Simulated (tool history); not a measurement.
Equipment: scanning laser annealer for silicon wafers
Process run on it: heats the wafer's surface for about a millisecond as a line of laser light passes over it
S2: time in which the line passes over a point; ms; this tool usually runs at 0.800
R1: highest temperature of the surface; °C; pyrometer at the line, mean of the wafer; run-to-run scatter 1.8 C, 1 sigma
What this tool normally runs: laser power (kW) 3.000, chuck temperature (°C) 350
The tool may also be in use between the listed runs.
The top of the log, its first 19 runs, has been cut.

run 20 hour=215.1 | laser_power_(kW)=3.119 S2=0.706 chuck_temperature_(°C)=378 | R1=1068
run 21 hour=221.4 | laser_power_(kW)=2.886 S2=0.706 chuck_temperature_(°C)=378 | R1=1021
run 22 hour=228.7 | laser_power_(kW)=3.145 S2=0.706 chuck_temperature_(°C)=323 | R1=1019
run 23 hour=237.2 | laser_power_(kW)=2.627 S2=0.843 chuck_temperature_(°C)=316 | R1=959
run 24 hour=246.6 | laser_power_(kW)=2.904 S2=0.971 chuck_temperature_(°C)=341 | R1=1104
run 25 hour=257.9 | laser_power_(kW)=2.659 S2=0.799 chuck_temperature_(°C)=341 | R1=970
run 26 hour=270.6 | laser_power_(kW)=2.789 S2=0.799 chuck_temperature_(°C)=357 | R1=1017
run 27 hour=276.4 | laser_power_(kW)=2.789 S2=0.799 chuck_temperature_(°C)=357 | R1=1015
run 28 hour=283.0 | laser_power_(kW)=2.987 S2=0.796 chuck_temperature_(°C)=324 | R1=1026
run 29 hour=296.5 | laser_power_(kW)=2.563 S2=0.800 chuck_temperature_(°C)=350 | R1=960
run 30 hour=309.1 | laser_power_(kW)=2.856 S2=0.605 chuck_temperature_(°C)=352 | R1=932
run 31 hour=321.2 | laser_power_(kW)=3.094 S2=0.572 chuck_temperature_(°C)=320 | R1=927
run 32 hour=334.6 | laser_power_(kW)=3.000 S2=0.832 chuck_temperature_(°C)=350 | R1=1072

Branching from run 32: 5 alternative next runs. What would each branch give?
run A hour=344.5 | laser_power_(kW)=3.060 S2=0.832 chuck_temperature_(°C)=350 | R1=?
run B hour=344.5 | laser_power_(kW)=3.000 S2=0.832 chuck_temperature_(°C)=380 | R1=?
run C hour=344.5 | laser_power_(kW)=3.000 S2=0.915 chuck_temperature_(°C)=366 | R1=?
run D hour=344.5 | laser_power_(kW)=2.887 S2=0.900 chuck_temperature_(°C)=329 | R1=?
run E hour=344.5 | laser_power_(kW)=3.135 S2=0.796 chuck_temperature_(°C)=382 | R1=?

run=A R1=1087
run=B R1=1100
run=C R1=1125
run=D R1=1052
run=E R1=1117
With the hidden condition removed and each run's random variation left untouched, the same runs would have given:
run=A R1=1106
run=B R1=1118
run=C R1=1144
run=D R1=1070
run=E R1=1136
